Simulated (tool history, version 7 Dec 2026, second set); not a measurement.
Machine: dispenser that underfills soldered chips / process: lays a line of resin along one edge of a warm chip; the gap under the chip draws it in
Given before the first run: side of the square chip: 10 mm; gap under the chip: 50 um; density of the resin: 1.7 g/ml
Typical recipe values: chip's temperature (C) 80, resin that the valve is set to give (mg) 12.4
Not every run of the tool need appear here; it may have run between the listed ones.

| run | day | chip's temperature (C) | resin that the valve is set to give (mg) | time until the resin shows at the far edge (s) | resin that the valve gave (mg) |
|---|---|---|---|---|---|
| 1 | 0.000 | 80 | 12.4 | 122.7 | 11.47 |
| 2 | 0.142 | 80 | 12.4 | 140.3 | 11.54 |
|  | 0.238 | new syringe of resin |
| 3 | 0.258 | 80 | 11.6 | 97.5 | 10.81 |
| 4 | 0.442 | 80 | 11.6 | 114.7 | 10.72 |
| 5 | 0.521 | 80 | 12.4 | 120.3 | 11.44 |
| 6 | 0.675 | 80 | 12.4 | 142.2 | 11.38 |
|  | 0.779 | new syringe of resin |
| 7 | 0.858 | 80 | 12.4 | 100.7 | 11.34 |
| 8 | 0.979 | 80 | 12.4 | 114.8 | 11.45 |
| 9 | 1.142 | 78 | 12.2 | 146.5 | 11.22 |
| 10 | 1.262 | 86 | 12.2 | 113.7 | 11.22 |
|  | 1.321 | new syringe of resin |
| 11 | 1.458 | 86 | 12.2 | 82.8 | 11.11 |
| 12 | 1.558 | 73 | 12.4 | 159.4 | 11.23 |
| 13 | 1.704 | 92 | 14.1 | 79.1 | 12.86 |
|  | 1.862 | new syringe of resin |
| 14 | 1.862 | 92 | 14.1 | 56.3 | 12.88 |
| 15 | 2.004 | 89 | 15.0 | 73.0 | 13.63 |
| 16 | 2.183 | 89 | 15.0 | 83.0 | 13.56 |

Subtracting, for every run, the result it would have given without the tool's unlogged condition from the measured result gives the following. The same run-to-run variation enters both numbers; the gauge's scatter may not:
Unlogged tool condition in this case: resin's viscosity, % of fresh resin's; dose that the valve gives, % of what is set; true chip temperature over the reading, C; drift of the gauge itself on fill_s, %; drift of the gauge itself on given_mg, %.
| run | time until the resin shows at the far edge (s) | resin that the valve gave (mg) |
|---|---|---|
| 1 | +32.5 | -0.88 |
| 2 | +49.8 | -0.90 |
| 3 | +5.3 | -0.85 |
| 4 | +22.8 | -0.88 |
| 5 | +30.4 | -0.93 |
| 6 | +49.5 | -0.96 |
| 7 | +11.4 | -0.98 |
| 8 | +23.6 | -0.99 |
| 9 | +45.9 | -0.99 |
| 10 | +43.7 | -1.01 |
| 11 | +12.7 | -1.02 |
| 12 | +35.7 | -1.06 |
| 13 | +24.8 | -1.22 |
| 14 | +2.1 | -1.24 |
| 15 | +10.9 | -1.34 |
| 16 | +23.2 | -1.37 |

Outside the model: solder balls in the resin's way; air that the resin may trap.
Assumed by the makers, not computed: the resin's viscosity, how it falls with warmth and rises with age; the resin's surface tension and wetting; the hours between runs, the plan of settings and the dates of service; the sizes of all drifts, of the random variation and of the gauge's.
